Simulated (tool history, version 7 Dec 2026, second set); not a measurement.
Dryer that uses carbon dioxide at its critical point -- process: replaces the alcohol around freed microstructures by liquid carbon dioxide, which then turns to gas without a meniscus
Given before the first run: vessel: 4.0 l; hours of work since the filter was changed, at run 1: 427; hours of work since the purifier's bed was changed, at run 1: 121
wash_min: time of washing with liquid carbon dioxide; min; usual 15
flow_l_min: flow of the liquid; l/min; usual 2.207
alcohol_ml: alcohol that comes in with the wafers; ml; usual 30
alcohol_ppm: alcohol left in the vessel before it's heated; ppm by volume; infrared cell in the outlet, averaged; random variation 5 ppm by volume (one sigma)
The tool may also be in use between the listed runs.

run,hour,wash_min,flow_l_min,alcohol_ml,hours of work since the filter was changed,hours of work since the purifier's bed was changed,alcohol_ppm
1,0.0,15,2.207,30,427,121,47
2,19.4,15,2.530,30,435,129,54
3,32.7,15,2.207,80,441,134,70
4,49.9,12,2.207,80,448,142,127
5,70.6,10,2.207,80,457,150,225
6,82.3,15,2.207,30,462,155,66
7,93.0,15,2.207,85,466,160,77

Forecast run 8:
8,116.5,15,2.207,85,476,170,?

{"run 8": {"alcohol_ppm": 98}}
Had the tool carried no hidden state, the very same run would have given alcohol_ppm 28 ppm by volume.
